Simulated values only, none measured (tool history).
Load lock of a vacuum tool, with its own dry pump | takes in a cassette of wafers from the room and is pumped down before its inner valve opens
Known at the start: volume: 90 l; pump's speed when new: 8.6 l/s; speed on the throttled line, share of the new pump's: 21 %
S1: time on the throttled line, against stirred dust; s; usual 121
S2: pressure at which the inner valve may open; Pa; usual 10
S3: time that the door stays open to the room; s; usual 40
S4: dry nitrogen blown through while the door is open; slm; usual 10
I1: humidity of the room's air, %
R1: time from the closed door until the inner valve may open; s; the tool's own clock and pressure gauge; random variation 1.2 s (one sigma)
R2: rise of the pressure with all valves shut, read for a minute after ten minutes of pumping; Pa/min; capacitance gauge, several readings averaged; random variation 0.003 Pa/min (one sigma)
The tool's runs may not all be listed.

| run | hour | S1 | S2 | S3 | S4 | I1 | R1 | R2 |
|---|---|---|---|---|---|---|---|---|
| 1 | 0.0 | 121 | 10 | 40 | 10 | 41.3 | 203.4 | 0.016 |
| 2 | 124.2 | 121 | 10 | 40 | 6 | 45.0 | 204.7 | 0.018 |
| 3 | 231.4 | 121 | 7 | 40 | 10 | 47.8 | 205.9 | 0.019 |
| 4 | 323.2 | 121 | 7 | 40 | 10 | 45.2 | 209.6 | 0.019 |
| 5 | 432.6 | 206 | 10 | 40 | 10 | 48.2 | 268.2 | 0.015 |
| 6 | 589.2 | 121 | 10 | 40 | 10 | 47.8 | 203.7 | 0.017 |
| 7 | 696.9 | 121 | 10 | 40 | 10 | 48.1 | 204.3 | 0.020 |
| 8 | 794.3 | 121 | 10 | 40 | 7 | 43.6 | 204.9 | 0.018 |
| 9 | 861.1 | 121 | 10 | 40 | 7 | 45.1 | 204.4 | 0.024 |
| 10 | 1006.7 | 121 | 10 | 40 | 7 | 49.1 | 205.9 | 0.023 |
| 11 | 1156.2 | 90 | 10 | 40 | 10 | 45.9 | 181.5 | 0.021 |

4 ways to go on from here, each from the tool as it stands after run 11. What would each give?
| A | 1273.0 | 121 | 8 | 40 | 10 | 48.9 | ? | ? |
| B | 1273.0 | 205 | 8 | 40 | 30 | 42.0 | ? | ? |
| C | 1273.0 | 191 | 10 | 100 | 10 | 44.0 | ? | ? |
| D | 1273.0 | 121 | 10 | 117 | 6 | 44.8 | ? | ? |

| run | R1 | R2 |
|---|---|---|
| A | 208.3 | 0.025 |
| B | 273.3 | 0.013 |
| C | 256.6 | 0.030 |
| D | 206.7 | 0.036 |
Without the tool's hidden state the same runs would have given:
| run | R1 | R2 |
|---|---|---|
| A | 196.2 | 0.020 |
| B | 263.7 | 0.007 |
| C | 247.3 | 0.024 |
| D | 194.9 | 0.031 |
